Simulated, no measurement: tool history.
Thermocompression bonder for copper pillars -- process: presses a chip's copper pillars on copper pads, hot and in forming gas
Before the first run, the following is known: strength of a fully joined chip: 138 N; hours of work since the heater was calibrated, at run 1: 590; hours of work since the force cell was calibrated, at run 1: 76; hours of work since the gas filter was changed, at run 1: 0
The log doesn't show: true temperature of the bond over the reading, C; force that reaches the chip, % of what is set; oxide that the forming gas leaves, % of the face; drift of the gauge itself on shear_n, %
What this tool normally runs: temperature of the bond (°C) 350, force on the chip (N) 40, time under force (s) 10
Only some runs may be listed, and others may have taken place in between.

run	hour	temperature of the bond (°C)	force on the chip (N)	time under force (s)	hours of work since the heater was calibrated	hours of work since the force cell was calibrated	hours of work since the gas filter was changed	force that shears a chip off (N)
1	0.0	350	40	10	590	76	0	65.2
2	51.6	350	40	10	611	97	21	64.5
3	105.3	350	40	10	633	119	43	64.5
4	166.5	350	40	10	658	144	68	64.4
5	209.2	348	40	10	676	162	86	62.3
6	235.5	348	55	10	687	173	97	74.0
7	281.9	348	55	10	706	192	116	74.1
8	312.6	348	55	10	719	204	129	71.6
# hour 350.5: forming gas filter changed
9	355.2	350	40	10	736	222	2	67.0
10	382.8	350	40	25	747	233	13	87.1
11	433.5	350	44	10	768	254	34	68.4
12	480.3	330	40	10	787	273	53	51.9
13	512.4	350	40	10	800	286	67	64.1
14	550.1	350	40	10	816	302	82	65.1
15	600.4	350	40	10	837	322	103	63.2
16	643.3	350	40	10	854	340	120	62.4
17	690.1	350	40	7	874	359	140	55.8
# hour 699.8: forming gas filter changed
18	721.8	349	39	10	886	372	9	66.4
19	782.0	374	26	5	911	397	34	52.2
20	833.1	374	26	5	932	418	55	51.7
21	871.2	377	27	9	948	434	70	67.6
22	925.9	377	27	9	970	456	93	67.1
23	973.4	350	37	9	990	476	113	59.8
24	1025.5	350	28	9	1011	497	134	49.7
# hour 1050.0: forming gas filter changed
25	1064.4	350	35	14	1027	513	6	71.2
26	1094.5	367	42	18	1039	525	18	96.7
27	1141.2	367	42	18	1059	544	38	99.1
28	1182.9	367	42	10	1076	562	55	82.9
29	1233.9	367	42	10	1097	582	76	81.7
30	1271.7	351	40	5	1112	598	91	53.3
31	1307.8	351	40	5	1127	613	106	51.5
32	1342.3	371	40	7	1141	627	120	72.9
33	1382.6	335	55	10	1158	644	137	68.3
# hour 1399.1: forming gas filter changed
34	1410.7	335	55	10	1169	655	5	72.9

Measured less the same run without the tool's hidden state. The same run-to-run variation is in both; the gauge's scatter may not be:
run	force that shears a chip off (N)
1	+4.5
2	+4.1
3	+3.5
4	+2.9
5	+2.4
6	+2.0
7	+1.5
8	+1.1
9	+6.0
10	+6.0
11	+5.3
12	+4.6
13	+4.4
14	+4.0
15	+3.5
16	+3.0
17	+2.6
18	+7.1
19	+5.2
20	+4.7
21	+4.9
22	+4.4
23	+4.3
24	+3.6
25	+8.7
26	+8.1
27	+7.6
28	+7.2
29	+6.6
30	+5.8
31	+5.6
32	+5.2
33	+5.9
34	+10.7
